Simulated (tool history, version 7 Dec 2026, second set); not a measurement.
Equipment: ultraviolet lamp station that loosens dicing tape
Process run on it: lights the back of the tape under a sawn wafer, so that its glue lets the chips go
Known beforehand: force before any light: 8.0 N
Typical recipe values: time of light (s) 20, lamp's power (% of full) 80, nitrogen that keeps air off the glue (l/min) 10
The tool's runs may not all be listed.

run,hour,time of light (s),lamp's power (% of full),nitrogen that keeps air off the glue (l/min),force that peels the tape off (N),light that reached the tape (J/m2)
1,0.0,20,80,10,1.068,3500
2,26.5,20,80,10,1.104,3470
3,41.0,20,80,4,2.014,3440
4,68.0,20,80,4,2.022,3430
5,88.6,20,80,4,2.024,3400
6,117.3,20,80,10,1.154,3370
7,139.4,20,80,10,1.153,3370
8,170.4,20,80,10,1.191,3280
9,191.0,19,80,10,1.378,3120
10,221.6,20,80,10,1.320,3260
11,251.1,20,80,10,1.297,3220
12,274.9,20,80,10,1.261,3230
13,293.7,20,80,10,1.284,3180
# hour 296.7: window cleaned of glue's vapour
14,317.5,20,80,10,1.488,2960
15,346.5,20,80,10,1.474,2900
16,363.3,20,80,10,1.500,2880
17,383.8,20,80,10,1.554,2870
# hour 386.4: window cleaned of glue's vapour, once more
18,403.9,20,87,10,0.974,3720
19,435.0,20,86,10,0.995,3650
20,458.2,20,86,10,1.030,3570
21,472.6,20,86,10,1.041,3600
22,502.8,20,86,10,1.021,3560
23,517.8,20,91,6,1.400,3750
24,533.6,20,84,11,1.082,3450
25,549.7,20,84,11,1.090,3500
26,567.9,20,61,10,1.856,2470
27,583.3,23,68,10,1.306,3140
28,606.4,19,85,10,1.237,3250
29,632.9,20,80,5,2.049,3160
30,660.8,20,97,8,1.123,3760
31,690.0,20,97,8,1.117,3830
32,710.1,21,70,8,1.845,2800
33,724.6,13,80,16,2.018,2000
34,742.9,13,80,16,2.021,1940
35,762.4,18,80,10,1.635,2710
36,780.5,18,80,10,1.723,2680
37,812.7,17,95,18,1.033,3010
38,840.7,16,75,7,2.686,2200
# hour 846.7: window cleaned of glue's vapour
39,869.7,36,72,19,0.301,5190

The next listed run, before its measurement:
40,901.6,36,72,19,?,?

{"run 40": {"force that peels the tape off (N)": 0.308, "light that reached the tape (J/m2)": 5110}}
With no hidden state in the tool, this same run would have given force that peels the tape off (N) 0.197, light that reached the tape (J/m2) 6630.
